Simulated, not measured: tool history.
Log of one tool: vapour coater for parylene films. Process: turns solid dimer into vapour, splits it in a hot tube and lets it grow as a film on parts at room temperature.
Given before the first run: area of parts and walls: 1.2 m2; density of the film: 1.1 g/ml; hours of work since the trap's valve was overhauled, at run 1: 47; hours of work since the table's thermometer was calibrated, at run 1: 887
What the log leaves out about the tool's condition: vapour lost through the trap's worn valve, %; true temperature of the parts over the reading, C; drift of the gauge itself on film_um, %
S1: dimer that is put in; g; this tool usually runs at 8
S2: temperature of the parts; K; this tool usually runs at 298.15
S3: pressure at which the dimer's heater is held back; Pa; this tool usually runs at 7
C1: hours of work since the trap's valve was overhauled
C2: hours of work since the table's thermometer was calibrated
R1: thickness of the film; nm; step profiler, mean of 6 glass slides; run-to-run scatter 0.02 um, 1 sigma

{"run": 1, "day": 0.0, "S1": 8, "S2": 298.15, "S3": 7, "C1": 47, "C2": 887, "R1": 2860}
{"run": 2, "day": 1.492, "S1": 8, "S2": 298.15, "S3": 2.75, "C1": 75, "C2": 915, "R1": 3030}
{"run": 3, "day": 4.492, "S1": 3, "S2": 298.15, "S3": 7, "C1": 132, "C2": 973, "R1": 1050}
{"run": 4, "day": 7.192, "S1": 3, "S2": 298.15, "S3": 7, "C1": 184, "C2": 1024, "R1": 1050}
{"run": 5, "day": 9.925, "S1": 8, "S2": 298.15, "S3": 7, "C1": 236, "C2": 1076, "R1": 2740}
{"run": 6, "day": 12.133, "S1": 3, "S2": 298.15, "S3": 7, "C1": 278, "C2": 1118, "R1": 990}
{"run": 7, "day": 13.954, "S1": 8, "S2": 310.15, "S3": 7, "C1": 313, "C2": 1153, "R1": 1630}
{"run": 8, "day": 16.708, "S1": 8, "S2": 310.15, "S3": 7, "C1": 366, "C2": 1206, "R1": 1580}
{"run": 9, "day": 18.538, "S1": 8, "S2": 298.15, "S3": 9.85, "C1": 401, "C2": 1241, "R1": 2560}
{"run": 10, "day": 20.171, "S1": 8, "S2": 298.15, "S3": 9.85, "C1": 432, "C2": 1272, "R1": 2560}
{"day": 21.738, "done": "table's thermometer calibrated"}
{"run": 11, "day": 22.908, "S1": 8, "S2": 298.15, "S3": 9.85, "C1": 483, "C2": 22, "R1": 2650}
{"run": 12, "day": 24.358, "S1": 8, "S2": 298.15, "S3": 9.85, "C1": 511, "C2": 50, "R1": 2610}
{"run": 13, "day": 26.733, "S1": 5, "S2": 298.15, "S3": 9.85, "C1": 556, "C2": 95, "R1": 1610}
{"run": 14, "day": 28.958, "S1": 5, "S2": 298.15, "S3": 9.85, "C1": 599, "C2": 138, "R1": 1600}
{"run": 15, "day": 31.338, "S1": 5, "S2": 298.15, "S3": 9.85, "C1": 644, "C2": 183, "R1": 1550}
{"day": 31.771, "done": "trap's valve overhauled"}
{"run": 16, "day": 33.55, "S1": 12, "S2": 298.15, "S3": 7, "C1": 34, "C2": 222, "R1": 4400}
{"run": 17, "day": 35.333, "S1": 12, "S2": 298.15, "S3": 2.46, "C1": 68, "C2": 256, "R1": 4670}
{"run": 18, "day": 37.558, "S1": 12, "S2": 298.15, "S3": 2.46, "C1": 110, "C2": 299, "R1": 4620}
{"run": 19, "day": 39.808, "S1": 8, "S2": 298.15, "S3": 7, "C1": 153, "C2": 342, "R1": 2890}
{"run": 20, "day": 41.6, "S1": 8, "S2": 308.15, "S3": 7, "C1": 188, "C2": 376, "R1": 1860}
{"run": 21, "day": 42.908, "S1": 8, "S2": 298.15, "S3": 2.16, "C1": 213, "C2": 401, "R1": 3080}
{"run": 22, "day": 45.083, "S1": 9, "S2": 298.15, "S3": 7, "C1": 254, "C2": 443, "R1": 3140}
{"run": 23, "day": 46.442, "S1": 9, "S2": 298.15, "S3": 7, "C1": 280, "C2": 468, "R1": 3130}
{"run": 24, "day": 48.967, "S1": 8, "S2": 298.15, "S3": 7, "C1": 328, "C2": 517, "R1": 2740}
{"run": 25, "day": 50.754, "S1": 5, "S2": 306.15, "S3": 4.56, "C1": 362, "C2": 551, "R1": 1270}
{"run": 26, "day": 52.792, "S1": 7, "S2": 301.15, "S3": 2.21, "C1": 401, "C2": 590, "R1": 2270}
{"run": 27, "day": 55.417, "S1": 7, "S2": 301.15, "S3": 2.21, "C1": 451, "C2": 640, "R1": 2240}
{"run": 28, "day": 56.742, "S1": 7, "S2": 301.15, "S3": 2.21, "C1": 477, "C2": 665, "R1": 2240}
{"run": 29, "day": 58.925, "S1": 6, "S2": 298.15, "S3": 6.77, "C1": 518, "C2": 707, "R1": 2000}
{"run": 30, "day": 60.879, "S1": 4, "S2": 293.15, "S3": 7, "C1": 556, "C2": 744, "R1": 1600}
{"run": 31, "day": 62.538, "S1": 8, "S2": 293.15, "S3": 7, "C1": 587, "C2": 776, "R1": 3200}
{"run": 32, "day": 64.946, "S1": 3, "S2": 310.15, "S3": 3.02, "C1": 633, "C2": 822, "R1": 620}
{"day": 65.95, "done": "trap's valve overhauled"}
{"run": 33, "day": 66.912, "S1": 5, "S2": 302.15, "S3": 4.66, "C1": 18, "C2": 856, "R1": 1600}
{"run": 34, "day": 68.933, "S1": 9, "S2": 302.15, "S3": 4.66, "C1": 57, "C2": 895, "R1": 2800}
{"run": 35, "day": 70.908, "S1": 13, "S2": 295.15, "S3": 3.59, "C1": 95, "C2": 932, "R1": 5520}
{"run": 36, "day": 72.5, "S1": 5, "S2": 298.15, "S3": 7, "C1": 125, "C2": 963, "R1": 1790}
{"run": 37, "day": 74.021, "S1": 5, "S2": 291.15, "S3": 5.06, "C1": 154, "C2": 992, "R1": 2420}
{"run": 38, "day": 76.996, "S1": 9, "S2": 298.15, "S3": 3.09, "C1": 211, "C2": 1049, "R1": 3330}
{"run": 39, "day": 78.704, "S1": 6, "S2": 290.15, "S3": 11.22, "C1": 244, "C2": 1081, "R1": 2840}
{"run": 40, "day": 80.833, "S1": 6, "S2": 290.15, "S3": 11.22, "C1": 284, "C2": 1122, "R1": 2830}
{"run": 41, "day": 82.575, "S1": 5, "S2": 306.15, "S3": 11.22, "C1": 317, "C2": 1155, "R1": 1190}
{"run": 42, "day": 85.35, "S1": 3, "S2": 306.15, "S3": 7, "C1": 370, "C2": 1208, "R1": 720}
{"run": 43, "day": 88.017, "S1": 3, "S2": 309.15, "S3": 7.98, "C1": 421, "C2": 1259, "R1": 620}
{"day": 90.388, "done": "table's thermometer calibrated"}
{"run": 44, "day": 90.512, "S1": 11, "S2": 309.15, "S3": 7, "C1": 468, "C2": 2, "R1": 2340}
{"run": 45, "day": 92.212, "S1": 4, "S2": 293.15, "S3": 3.49, "C1": 501, "C2": 35, "R1": 1730}
{"run": 46, "day": 94.45, "S1": 4, "S2": 293.15, "S3": 3.49, "C1": 543, "C2": 78, "R1": 1710}
{"run": 47, "day": 97.142, "S1": 4, "S2": 293.15, "S3": 3.49, "C1": 595, "C2": 129, "R1": 1690}

Below are 3 alternative next runs, each starting from the tool's condition after run 47. Predict each:
{"run": "A", "day": 98.396, "S1": 6, "S2": 308.15, "S3": 3.13, "C1": 619, "C2": 153, "R1": "?"}
{"run": "B", "day": 98.396, "S1": 8, "S2": 298.15, "S3": 5.17, "C1": 619, "C2": 153, "R1": "?"}
{"run": "C", "day": 98.396, "S1": 7, "S2": 308.15, "S3": 8.64, "C1": 619, "C2": 153, "R1": "?"}

run=A R1=1360
run=B R1=2620
run=C R1=1460
With no hidden state in the tool, these same runs would have given:
run=A R1=1560
run=B R1=3000
run=C R1=1680
